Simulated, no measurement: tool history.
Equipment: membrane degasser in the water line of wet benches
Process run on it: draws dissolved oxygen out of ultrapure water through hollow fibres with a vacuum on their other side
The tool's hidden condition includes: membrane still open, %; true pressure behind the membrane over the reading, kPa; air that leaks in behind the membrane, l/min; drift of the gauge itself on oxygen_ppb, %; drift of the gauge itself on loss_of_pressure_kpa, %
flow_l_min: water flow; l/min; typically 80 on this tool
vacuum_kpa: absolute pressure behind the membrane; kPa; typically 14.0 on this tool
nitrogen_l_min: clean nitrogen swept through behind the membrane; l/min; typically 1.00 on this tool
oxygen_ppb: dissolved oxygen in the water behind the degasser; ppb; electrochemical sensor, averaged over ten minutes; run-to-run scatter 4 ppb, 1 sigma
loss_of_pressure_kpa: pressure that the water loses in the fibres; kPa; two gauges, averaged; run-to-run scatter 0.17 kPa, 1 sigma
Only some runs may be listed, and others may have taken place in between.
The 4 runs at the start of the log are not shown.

run,hour,flow_l_min,vacuum_kpa,nitrogen_l_min,hours since the membrane was changed,hours since the vacuum gauge was calibrated,hours since the vacuum lines were made tight,oxygen_ppb,loss_of_pressure_kpa
5,320.4,80,14.0,0.69,4640,3207,3207,1608.0,26.95
6,405.3,80,14.0,0.69,4725,3292,3292,1617.1,26.96
7,469.2,80,14.0,1.00,4789,3356,3356,1292.0,26.61
8,571.2,80,14.0,1.00,4891,3458,3458,1298.8,27.03
9,620.8,80,14.0,1.00,4940,3507,3507,1295.5,26.85
10,670.4,80,14.0,1.00,4990,3557,3557,1301.5,26.93
11,752.2,80,14.0,1.00,5072,3639,3639,1303.4,26.79
12,836.2,80,14.0,1.00,5156,3723,3723,1296.2,27.11
13,891.0,80,14.0,1.00,5211,3777,3777,1301.7,26.94
14,961.4,80,14.0,1.00,5281,3848,3848,1295.3,27.35
15,1059.8,80,14.0,1.00,5379,3946,3946,1308.3,27.00
16,1130.1,67,14.0,1.00,5450,4017,4017,1161.9,22.59
17,1206.5,80,26.4,1.00,5526,4093,4093,2426.2,27.03
18,1253.6,80,26.4,1.00,5573,4140,4140,2441.2,26.93
19,1325.9,80,26.4,1.00,5646,4212,4212,2431.2,27.01

Run 20 comes next. What will it give?
20,1410.8,72,10.4,0.78,5731,4297,4297,?,?

oxygen_ppb: 992.7 ppb
loss_of_pressure_kpa: 24.31 kPa
Minus the tool's unlogged condition, the same run would have read oxygen_ppb 975.2 ppb, loss_of_pressure_kpa 23.53 kPa.

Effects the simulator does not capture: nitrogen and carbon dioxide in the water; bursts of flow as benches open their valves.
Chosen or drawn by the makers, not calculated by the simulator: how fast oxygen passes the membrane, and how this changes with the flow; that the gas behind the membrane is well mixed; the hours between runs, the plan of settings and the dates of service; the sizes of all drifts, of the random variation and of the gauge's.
